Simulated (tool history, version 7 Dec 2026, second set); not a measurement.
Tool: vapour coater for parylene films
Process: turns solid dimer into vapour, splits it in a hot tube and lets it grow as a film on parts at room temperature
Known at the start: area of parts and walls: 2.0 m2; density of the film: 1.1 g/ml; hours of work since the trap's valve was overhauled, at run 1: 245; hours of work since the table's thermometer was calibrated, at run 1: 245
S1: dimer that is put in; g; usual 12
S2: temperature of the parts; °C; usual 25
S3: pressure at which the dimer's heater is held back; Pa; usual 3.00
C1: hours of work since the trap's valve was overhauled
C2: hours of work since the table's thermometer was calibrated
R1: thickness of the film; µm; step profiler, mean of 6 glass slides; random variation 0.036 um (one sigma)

Run 1, hour 0.0: usual settings; C1 245; C2 245. Result: R1 3.54 µm.
Run 2, hour 29.9: usual settings; C1 269; C2 269. Result: R1 3.56 µm.
Run 3, hour 67.8: usual settings but S2 22 °C; C1 300; C2 300. Result: R1 3.94 µm.
Run 4, hour 104.7: usual settings but S2 22 °C; C1 331; C2 331. Result: R1 3.82 µm.
Run 5, hour 145.0: usual settings but S2 22 °C; C1 364; C2 364. Result: R1 3.85 µm.
Run 6, hour 177.5: usual settings but S2 22 °C; C1 391; C2 391. Result: R1 3.83 µm.
At hour 204.9: trap's valve overhauled.
Run 7, hour 223.3: usual settings but S1 13 g, S2 22 °C; C1 15; C2 426. Result: R1 4.50 µm.
Run 8, hour 275.1: usual settings but S1 13 g, S2 22 °C; C1 58; C2 468. Result: R1 4.46 µm.
Run 9, hour 335.4: usual settings but S3 5.25 Pa; C1 108; C2 518. Result: R1 3.28 µm.
Run 10, hour 370.4: usual settings but S2 18 °C; C1 137; C2 547. Result: R1 4.70 µm.
Run 11, hour 433.0: usual settings but S3 6.13 Pa; C1 188; C2 599. Result: R1 3.17 µm.
Run 12, hour 460.4: usual settings; C1 211; C2 621. Result: R1 3.58 µm.
Run 13, hour 524.2: usual settings; C1 264; C2 674. Result: R1 3.49 µm.
Run 14, hour 577.0: usual settings; C1 307; C2 718. Result: R1 3.45 µm.
Run 15, hour 612.0: usual settings; C1 336; C2 747. Result: R1 3.51 µm.
Run 16, hour 667.5: usual settings; C1 382; C2 792. Result: R1 3.45 µm.
At hour 674.0: table's thermometer calibrated.
At hour 703.1: trap's valve overhauled.
Run 17, hour 703.3: usual settings; C1 0; C2 21. Result: R1 3.83 µm.
Run 18, hour 763.0: usual settings; C1 49; C2 70. Result: R1 3.79 µm.
Run 19, hour 809.1: usual settings; C1 88; C2 108. Result: R1 3.80 µm.
Run 20, hour 847.8: usual settings but S1 8 g; C1 119; C2 140. Result: R1 2.47 µm.
At hour 864.3: table's thermometer calibrated, once more.
Run 21, hour 886.2: usual settings but S1 8 g, S2 18 °C; C1 150; C2 18. Result: R1 3.12 µm.
Run 22, hour 943.5: usual settings but S1 8 g, S2 18 °C; C1 198; C2 65. Result: R1 3.08 µm.
Run 23, hour 1011.0: usual settings but S1 8 g, S3 6.33 Pa; C1 253; C2 121. Result: R1 1.99 µm.
Run 24, hour 1052.8: usual settings but S1 6 g, S2 29 °C, S3 9.90 Pa; C1 288; C2 156. Result: R1 1.13 µm.
Run 25, hour 1096.2: usual settings but S3 5.59 Pa; C1 324; C2 192. Result: R1 3.03 µm.
Run 26, hour 1129.5: usual settings but S2 19 °C; C1 351; C2 219. Result: R1 4.27 µm.
Run 27, hour 1169.4: usual settings but S1 9 g, S2 17 °C, S3 2.88 Pa; C1 384; C2 252. Result: R1 3.45 µm.
At hour 1203.7: trap's valve overhauled.
Run 28, hour 1230.4: usual settings but S1 9 g, S2 17 °C, S3 2.88 Pa; C1 22; C2 299. Result: R1 3.82 µm.
Run 29, hour 1264.6: usual settings but S1 10 g, S2 17 °C, S3 6.35 Pa; C1 50; C2 327. Result: R1 3.63 µm.
Run 30, hour 1307.5: usual settings but S1 6 g, S2 20 °C, S3 5.10 Pa; C1 86; C2 363. Result: R1 2.03 µm.
Run 31, hour 1374.4: usual settings but S1 6 g, S2 20 °C, S3 5.10 Pa; C1 141; C2 418. Result: R1 1.93 µm.
Run 32, hour 1432.8: usual settings but S1 6 g, S2 24 °C, S3 5.10 Pa; C1 189; C2 466. Result: R1 1.72 µm.
Run 33, hour 1479.4: usual settings but S1 6 g, S2 21 °C, S3 5.09 Pa; C1 228; C2 505. Result: R1 1.89 µm.
Run 34, hour 1532.9: usual settings but S1 15 g, S2 21 °C, S3 2.82 Pa; C1 272; C2 549. Result: R1 5.12 µm.
Run 35, hour 1562.1: usual settings but S1 15 g, S2 21 °C, S3 2.82 Pa; C1 296; C2 573. Result: R1 5.04 µm.
Run 36, hour 1594.1: usual settings; C1 322; C2 599. Result: R1 3.46 µm.
Run 37, hour 1639.2: usual settings but S1 6 g; C1 360; C2 637. Result: R1 1.74 µm.
Run 38, hour 1670.8: usual settings but S1 7 g, S2 35 °C, S3 6.98 Pa; C1 386; C2 663. Result: R1 1.16 µm.
At hour 1702.3: trap's valve overhauled.
Run 39, hour 1713.0: usual settings but S1 17 g, S2 35 °C, S3 6.98 Pa; C1 9; C2 694. Result: R1 3.14 µm.
Run 40, hour 1770.3: usual settings but S1 18 g, S2 24 °C, S3 6.98 Pa; C1 56; C2 742. Result: R1 5.00 µm.
Run 41, hour 1809.7: usual settings but S1 18 g, S2 24 °C, S3 6.98 Pa; C1 89; C2 774. Result: R1 4.96 µm.
Run 42, hour 1875.5: usual settings but S1 18 g, S2 29 °C, S3 6.98 Pa; C1 143; C2 829. Result: R1 4.06 µm.
Run 43, hour 1919.5: usual settings but S1 18 g, S2 29 °C, S3 6.98 Pa; C1 179; C2 865. Result: R1 4.00 µm.

Forecast each of these 4 alternatives for the next run:
Run A, hour 1961.9: usual settings but S1 7 g, S2 23 °C; C1 214; C2 900. Result: R1 ?.
Run B, hour 1961.9: usual settings but S1 9 g, S2 23 °C; C1 214; C2 900. Result: R1 ?.
Run C, hour 1961.9: usual settings but S1 6 g, S2 29 °C, S3 2.83 Pa; C1 214; C2 900. Result: R1 ?.
Run D, hour 1961.9: usual settings but S1 7 g, S2 29 °C, S3 9.94 Pa; C1 214; C2 900. Result: R1 ?.

run    R1
  A  2.24
  B  2.90
  C  1.58
  D  1.47
Without the tool's hidden state the same runs would have given:
run    R1
  A  2.32
  B  3.01
  C  1.63
  D  1.52
